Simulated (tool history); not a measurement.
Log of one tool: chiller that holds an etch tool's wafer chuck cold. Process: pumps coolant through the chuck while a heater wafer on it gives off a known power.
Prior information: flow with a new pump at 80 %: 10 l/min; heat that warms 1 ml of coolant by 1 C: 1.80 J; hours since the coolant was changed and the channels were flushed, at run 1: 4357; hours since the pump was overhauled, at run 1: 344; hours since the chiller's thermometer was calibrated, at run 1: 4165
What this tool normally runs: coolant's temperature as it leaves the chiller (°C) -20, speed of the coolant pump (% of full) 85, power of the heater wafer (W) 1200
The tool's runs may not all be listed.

| run | hour | coolant's temperature as it leaves the chiller (°C) | speed of the coolant pump (% of full) | power of the heater wafer (W) | hours since the coolant was changed and the channels were flushed | hours since the pump was overhauled | hours since the chiller's thermometer was calibrated | chuck's temperature once it has settled (°C) | how much warmer the coolant comes back (C) |
|---|---|---|---|---|---|---|---|---|---|
| 1 | 0.0 | -20 | 85 | 1200 | 4357 | 344 | 4165 | -12.47 | 3.71 |
|  | 28.3 | chiller's thermometer calibrated |
| 2 | 49.4 | -20 | 85 | 1200 | 4406 | 393 | 21 | -12.45 | 3.76 |
| 3 | 97.9 | -20 | 78 | 1200 | 4454 | 441 | 70 | -11.98 | 4.14 |
| 4 | 136.2 | -20 | 78 | 1200 | 4493 | 479 | 108 | -12.04 | 4.07 |
| 5 | 186.6 | -20 | 78 | 1200 | 4543 | 530 | 158 | -11.86 | 4.14 |
| 6 | 236.8 | -20 | 78 | 1200 | 4593 | 580 | 208 | -12.26 | 4.14 |
| 7 | 292.8 | -20 | 78 | 1200 | 4649 | 636 | 264 | -11.93 | 4.12 |
| 8 | 322.4 | -20 | 78 | 1200 | 4679 | 666 | 294 | -12.12 | 4.16 |
| 9 | 367.0 | -20 | 78 | 1200 | 4723 | 710 | 339 | -11.86 | 4.13 |
| 10 | 431.3 | -20 | 78 | 1200 | 4788 | 775 | 403 | -12.05 | 4.13 |
| 11 | 491.1 | -23 | 85 | 1059 | 4847 | 834 | 463 | -16.30 | 3.28 |
| 12 | 556.2 | -18 | 76 | 891 | 4913 | 899 | 528 | -11.70 | 3.12 |
| 13 | 596.4 | -25 | 82 | 891 | 4953 | 940 | 568 | -19.35 | 2.88 |
| 14 | 655.8 | -25 | 82 | 891 | 5012 | 999 | 627 | -19.38 | 2.88 |
| 15 | 704.4 | -25 | 72 | 659 | 5061 | 1048 | 676 | -20.53 | 2.47 |
| 16 | 773.2 | -26 | 63 | 1052 | 5130 | 1116 | 745 | -17.83 | 4.58 |

What if the next run were any one of these 3? Each begins from the tool's condition after run 16:
| A | 842.1 | -18 | 65 | 665 | 5198 | 1185 | 814 | ? | ? |
| B | 842.1 | -26 | 76 | 1052 | 5198 | 1185 | 814 | ? | ? |
| C | 842.1 | -26 | 70 | 1200 | 5198 | 1185 | 814 | ? | ? |

| run | chuck's temperature once it has settled (°C) | how much warmer the coolant comes back (C) |
|---|---|---|
| A | -13.03 | 2.79 |
| B | -18.80 | 3.70 |
| C | -17.31 | 4.66 |
Without the tool's hidden state the same runs would have given:
| run | chuck's temperature once it has settled (°C) | how much warmer the coolant comes back (C) |
|---|---|---|
| A | -13.04 | 2.79 |
| B | -18.81 | 3.70 |
| C | -17.33 | 4.66 |

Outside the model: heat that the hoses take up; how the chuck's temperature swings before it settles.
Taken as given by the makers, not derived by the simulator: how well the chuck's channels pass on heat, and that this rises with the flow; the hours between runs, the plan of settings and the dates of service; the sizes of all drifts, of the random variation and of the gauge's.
